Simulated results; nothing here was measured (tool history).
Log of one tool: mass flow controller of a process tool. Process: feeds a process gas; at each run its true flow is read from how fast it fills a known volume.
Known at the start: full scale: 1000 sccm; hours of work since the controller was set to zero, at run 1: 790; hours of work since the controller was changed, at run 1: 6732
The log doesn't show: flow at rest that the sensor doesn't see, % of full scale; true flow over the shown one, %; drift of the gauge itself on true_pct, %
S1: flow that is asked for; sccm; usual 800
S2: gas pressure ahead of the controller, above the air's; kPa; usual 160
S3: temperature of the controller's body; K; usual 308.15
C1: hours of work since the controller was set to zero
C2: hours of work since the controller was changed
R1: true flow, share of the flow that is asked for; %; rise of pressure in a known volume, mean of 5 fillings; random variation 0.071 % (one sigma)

run,hour,S1,S2,S3,C1,C2,R1
1,0,800,160,308.15,790,6732,102.82
2,260.5,800,218,308.15,963,6905,102.69
3,467,800,218,298.15,1100,7042,103.08
4,658.9,800,218,298.15,1227,7169,103.09
5,1085.6,104,160,308.15,1511,7453,105.28
6,1401.8,104,160,308.15,1720,7663,105.71
7,1684.1,104,160,308.15,1908,7850,106.18
8,1932.8,800,223,308.15,2073,8015,103.51
9,2234,800,223,308.15,2273,8215,103.65
10,2533.3,800,223,308.15,2472,8414,103.73
11,2746.7,800,160,308.15,2613,8556,104.17
12,3087.3,800,254,308.15,2839,8782,103.97
13,3489.7,800,254,308.15,3107,9049,104.04
14,3711.1,800,229,308.15,3254,9196,104.31
# hour 3739: controller's zero set anew
15,4117,800,216,307.15,251,9465,105.05
16,4291.7,281,254,308.15,367,9581,107.04
17,4603.3,281,226,299.15,574,9788,107.72
18,4900.7,281,226,299.15,771,9985,108.06
19,5150.6,281,226,299.15,937,10151,108.18
20,5473.4,948,261,301.15,1152,10366,105.86
21,5685.5,752,261,300.15,1292,10506,106
# hour 5725.3: controller's zero set anew, once more
22,6086.3,752,257,304.15,240,10772,103.99
23,6400.1,800,160,311.15,448,10981,104.25
# hour 6541.6: controller exchanged for a calibrated one
24,6739.4,800,160,311.15,131,131,99.3
25,7020.4,800,181,308.15,318,318,99.51
26,7241.2,130,179,299.15,465,465,99.54
27,7435.6,800,160,303.15,594,594,99.95

Hidden state at the last listed run before each entry between runs and at the first one after, where it differs:
Between runs 14 and 15: controller's zero set anew (hour 3739)
  flow at rest that the sensor doesn't see, % of full scale: 0.796 -> 1.288; true flow over the shown one, %: 4.02 -> 4.14
  measured less the result without the state, R1: +5.02 -> +5.75 %
Between runs 21 and 22: controller's zero set anew, once more (hour 5725.3)
  flow at rest that the sensor doesn't see, % of full scale: 1.528 -> 0.064; true flow over the shown one, %: 4.61 -> 4.73
  measured less the result without the state, R1: +6.64 -> +4.81 %
Between runs 23 and 24: controller exchanged for a calibrated one (hour 6541.6)
  flow at rest that the sensor doesn't see, % of full scale: 0.105 -> 0.079; true flow over the shown one, %: 4.82 -> -0.08
  measured less the result without the state, R1: +4.95 -> +0.01 %
